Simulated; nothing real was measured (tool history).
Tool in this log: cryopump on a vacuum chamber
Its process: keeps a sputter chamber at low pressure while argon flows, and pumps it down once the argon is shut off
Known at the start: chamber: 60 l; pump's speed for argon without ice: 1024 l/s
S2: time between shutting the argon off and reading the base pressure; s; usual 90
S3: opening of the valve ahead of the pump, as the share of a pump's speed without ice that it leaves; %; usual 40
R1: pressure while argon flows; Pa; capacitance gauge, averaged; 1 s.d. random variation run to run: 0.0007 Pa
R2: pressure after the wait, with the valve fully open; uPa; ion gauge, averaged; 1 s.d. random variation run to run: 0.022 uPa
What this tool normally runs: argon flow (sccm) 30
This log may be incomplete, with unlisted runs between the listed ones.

Run 1, hour 0: usual settings. Result: R1 0.1242 Pa, R2 1.48 uPa.
Run 2, hour 30.3: usual settings. Result: R1 0.1252 Pa, R2 1.51 uPa.
Run 3, hour 60.6: usual settings. Result: R1 0.125 Pa, R2 1.61 uPa.
Run 4, hour 88.2: usual settings. Result: R1 0.1268 Pa, R2 1.61 uPa.
Run 5, hour 108.8: usual settings. Result: R1 0.1255 Pa, R2 1.63 uPa.
Run 6, hour 136.6: usual settings but argon flow (sccm) 24. Result: R1 0.1019 Pa, R2 1.65 uPa.
Run 7, hour 166.6: usual settings but argon flow (sccm) 24. Result: R1 0.1013 Pa, R2 1.65 uPa.
Run 8, hour 191.9: usual settings but argon flow (sccm) 24. Result: R1 0.101 Pa, R2 1.67 uPa.
Run 9, hour 226.9: usual settings but argon flow (sccm) 24. Result: R1 0.1016 Pa, R2 1.7 uPa.
Run 10, hour 268.7: usual settings but argon flow (sccm) 24. Result: R1 0.1023 Pa, R2 1.74 uPa.
Run 11, hour 293.5: usual settings but argon flow (sccm) 24. Result: R1 0.1022 Pa, R2 1.76 uPa.
Run 12, hour 313.8: usual settings. Result: R1 0.1275 Pa, R2 1.79 uPa.
Run 13, hour 343: usual settings. Result: R1 0.1285 Pa, R2 1.77 uPa.
Run 14, hour 386.2: usual settings. Result: R1 0.1274 Pa, R2 1.85 uPa.
Run 15, hour 420.2: usual settings but argon flow (sccm) 15. Result: R1 0.0643 Pa, R2 1.83 uPa.
Run 16, hour 443: usual settings but S2 45 s. Result: R1 0.1294 Pa, R2 2.28 uPa.
Run 17, hour 461.8: usual settings but argon flow (sccm) 14, S2 210 s, S3 27 %. Result: R1 0.0891 Pa, R2 1.63 uPa.
Run 18, hour 482.6: usual settings but argon flow (sccm) 14, S2 38 s, S3 17 %. Result: R1 0.1386 Pa, R2 2.46 uPa.
Run 19, hour 526.6: usual settings but argon flow (sccm) 14, S2 38 s, S3 17 %. Result: R1 0.1391 Pa, R2 2.51 uPa.
Run 20, hour 552.6: usual settings but argon flow (sccm) 41, S2 61 s, S3 26 %. Result: R1 0.2694 Pa, R2 2.23 uPa.
Run 21, hour 591.6: usual settings but argon flow (sccm) 38, S2 207 s, S3 25 %. Result: R1 0.2606 Pa, R2 1.87 uPa.
Run 22, hour 636.6: usual settings but argon flow (sccm) 18, S3 41 %. Result: R1 0.0769 Pa, R2 2.08 uPa.
Run 23, hour 657: usual settings but argon flow (sccm) 24, S3 38 %. Result: R1 0.111 Pa, R2 2.11 uPa.
Run 24, hour 692: usual settings but argon flow (sccm) 24, S2 75 s, S3 22 %. Result: R1 0.1866 Pa, R2 2.1 uPa.
Run 25, hour 712.7: usual settings but argon flow (sccm) 24, S2 75 s, S3 22 %. Result: R1 0.1872 Pa, R2 2.2 uPa.
Run 26, hour 731.5: usual settings but S2 24 s. Result: R1 0.1327 Pa, R2 3.29 uPa.
Run 27, hour 767: usual settings but S2 24 s. Result: R1 0.1341 Pa, R2 3.39 uPa.
Run 28, hour 802.7: usual settings but S3 44 %. Result: R1 0.1229 Pa, R2 2.23 uPa.
Run 29, hour 843.1: usual settings but S2 191 s. Result: R1 0.1345 Pa, R2 2.11 uPa.
Run 30, hour 876.5: usual settings but S2 191 s. Result: R1 0.1341 Pa, R2 2.12 uPa.
Run 31, hour 907: usual settings but S3 58 %. Result: R1 0.0958 Pa, R2 2.36 uPa.

A few steps of R1 between consecutive runs. Split each: what settings, incoming material and random variation would produce without the hidden state, and what is left over for the hidden state, along with gauge scatter present in only one of the two compared results (measured, and without hidden state):
The tool's hidden condition here consists of: pump's speed, % of a pump's without ice; cold plate's temperature, K; leak into the chamber, uPa l/s; drift of the gauge itself on working_pa, %; drift of the gauge itself on base_upa, %.
Run 15 -> 16: argon flow (sccm) 15 -> 30, S2 90 -> 45. R1 +0.0651 Pa: hidden state +0.0029, all else +0.0622.
Run 19 -> 20: argon flow (sccm) 14 -> 41, S2 38 -> 61, S3 17 -> 26. R1 +0.1303 Pa: hidden state +0.0062, all else +0.1241.
Run 21 -> 22: argon flow (sccm) 38 -> 18, S2 207 -> 90, S3 25 -> 41. R1 -0.1837 Pa: hidden state -0.0045, all else -0.1792.
Run 23 -> 24: S2 90 -> 75, S3 38 -> 22. R1 +0.0756 Pa: hidden state +0.0004, all else +0.0752.
